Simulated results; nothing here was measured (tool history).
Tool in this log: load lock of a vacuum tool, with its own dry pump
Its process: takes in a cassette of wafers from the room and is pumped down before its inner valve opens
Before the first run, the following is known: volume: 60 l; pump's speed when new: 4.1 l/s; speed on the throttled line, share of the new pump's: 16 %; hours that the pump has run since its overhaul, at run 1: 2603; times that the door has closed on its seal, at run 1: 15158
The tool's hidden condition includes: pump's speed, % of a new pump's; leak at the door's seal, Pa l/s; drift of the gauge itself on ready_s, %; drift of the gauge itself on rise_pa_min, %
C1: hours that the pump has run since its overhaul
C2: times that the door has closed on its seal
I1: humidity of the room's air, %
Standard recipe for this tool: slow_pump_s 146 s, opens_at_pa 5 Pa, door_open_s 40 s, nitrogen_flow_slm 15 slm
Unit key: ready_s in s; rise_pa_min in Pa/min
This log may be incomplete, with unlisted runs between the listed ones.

run 1 hour=0.0 | slow_pump_s=146 opens_at_pa=5 door_open_s=40 nitrogen_flow_slm=15 | C1=2603 C2=15158 | I1=45.8 | ready_s=275.8 rise_pa_min=0.254
run 2 hour=97.3 | slow_pump_s=146 opens_at_pa=5 door_open_s=56 nitrogen_flow_slm=15 | C1=2700 C2=15580 | I1=47.0 | ready_s=275.6 rise_pa_min=0.262
run 3 hour=149.4 | slow_pump_s=146 opens_at_pa=5 door_open_s=40 nitrogen_flow_slm=15 | C1=2752 C2=15806 | I1=43.5 | ready_s=274.2 rise_pa_min=0.256
run 4 hour=229.8 | slow_pump_s=146 opens_at_pa=5 door_open_s=40 nitrogen_flow_slm=15 | C1=2833 C2=16156 | I1=41.9 | ready_s=276.8 rise_pa_min=0.269
run 5 hour=337.0 | slow_pump_s=146 opens_at_pa=5 door_open_s=40 nitrogen_flow_slm=15 | C1=2940 C2=16622 | I1=45.0 | ready_s=277.6 rise_pa_min=0.287
run 6 hour=419.2 | slow_pump_s=146 opens_at_pa=5 door_open_s=40 nitrogen_flow_slm=15 | C1=3022 C2=16978 | I1=43.5 | ready_s=274.3 rise_pa_min=0.288
run 7 hour=508.8 | slow_pump_s=146 opens_at_pa=5 door_open_s=40 nitrogen_flow_slm=15 | C1=3112 C2=17368 | I1=42.6 | ready_s=274.4 rise_pa_min=0.300
run 8 hour=600.1 | slow_pump_s=146 opens_at_pa=5 door_open_s=40 nitrogen_flow_slm=15 | C1=3203 C2=17764 | I1=43.6 | ready_s=272.5 rise_pa_min=0.309
run 9 hour=665.8 | slow_pump_s=94 opens_at_pa=5 door_open_s=116 nitrogen_flow_slm=17 | C1=3269 C2=18049 | I1=45.1 | ready_s=229.6 rise_pa_min=0.334
run 10 hour=775.1 | slow_pump_s=94 opens_at_pa=5 door_open_s=116 nitrogen_flow_slm=17 | C1=3378 C2=18524 | I1=46.7 | ready_s=230.9 rise_pa_min=0.335

What does the tool deliver on the next run?
run 11 hour=823.2 | slow_pump_s=94 opens_at_pa=5 door_open_s=116 nitrogen_flow_slm=21 | C1=3426 C2=18733 | I1=43.9 | ready_s=? rise_pa_min=?

{"run 11": {"ready_s": 231.5, "rise_pa_min": 0.341}}
With no hidden state in the tool, this same run would have given ready_s 225.7 s, rise_pa_min 0.016 Pa/min.
